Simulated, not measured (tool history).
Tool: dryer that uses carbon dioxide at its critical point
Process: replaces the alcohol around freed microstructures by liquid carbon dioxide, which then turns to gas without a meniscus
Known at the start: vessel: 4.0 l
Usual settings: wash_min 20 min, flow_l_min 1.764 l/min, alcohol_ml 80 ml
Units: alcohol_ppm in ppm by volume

run	day	wash_min	flow_l_min	alcohol_ml	alcohol_ppm
1	0.000	20	1.764	80	29
2	1.154	20	1.764	80	32
3	2.300	12	1.764	80	361
4	3.117	12	1.764	80	365
5	4.204	20	1.340	80	128
6	5.033	20	1.764	80	35
7	6.225	20	2.390	80	14
8	7.246	20	2.390	80	14
9	8.133	26	1.890	85	17
10	9.308	20	1.550	80	75
11	10.312	20	1.160	80	262
12	10.862	20	1.240	81	202
# day 11.092: inlet filter changed
13	11.733	20	1.764	96	35
14	12.796	24	2.340	80	17
15	13.746	20	1.510	80	63

5 ways to go on from here, each from the tool as it stands after run 15. What would each give?
A	14.683	32	1.770	80	?
B	14.683	14	2.040	65	?
C	14.683	20	2.570	52	?
D	14.683	20	1.764	49	?
E	14.683	23	1.180	80	?

run	alcohol_ppm
A	17
B	71
C	16
D	29
E	94
Without the tool's hidden state the same runs would have given:
run	alcohol_ppm
A	5
B	55
C	4
D	16
E	78

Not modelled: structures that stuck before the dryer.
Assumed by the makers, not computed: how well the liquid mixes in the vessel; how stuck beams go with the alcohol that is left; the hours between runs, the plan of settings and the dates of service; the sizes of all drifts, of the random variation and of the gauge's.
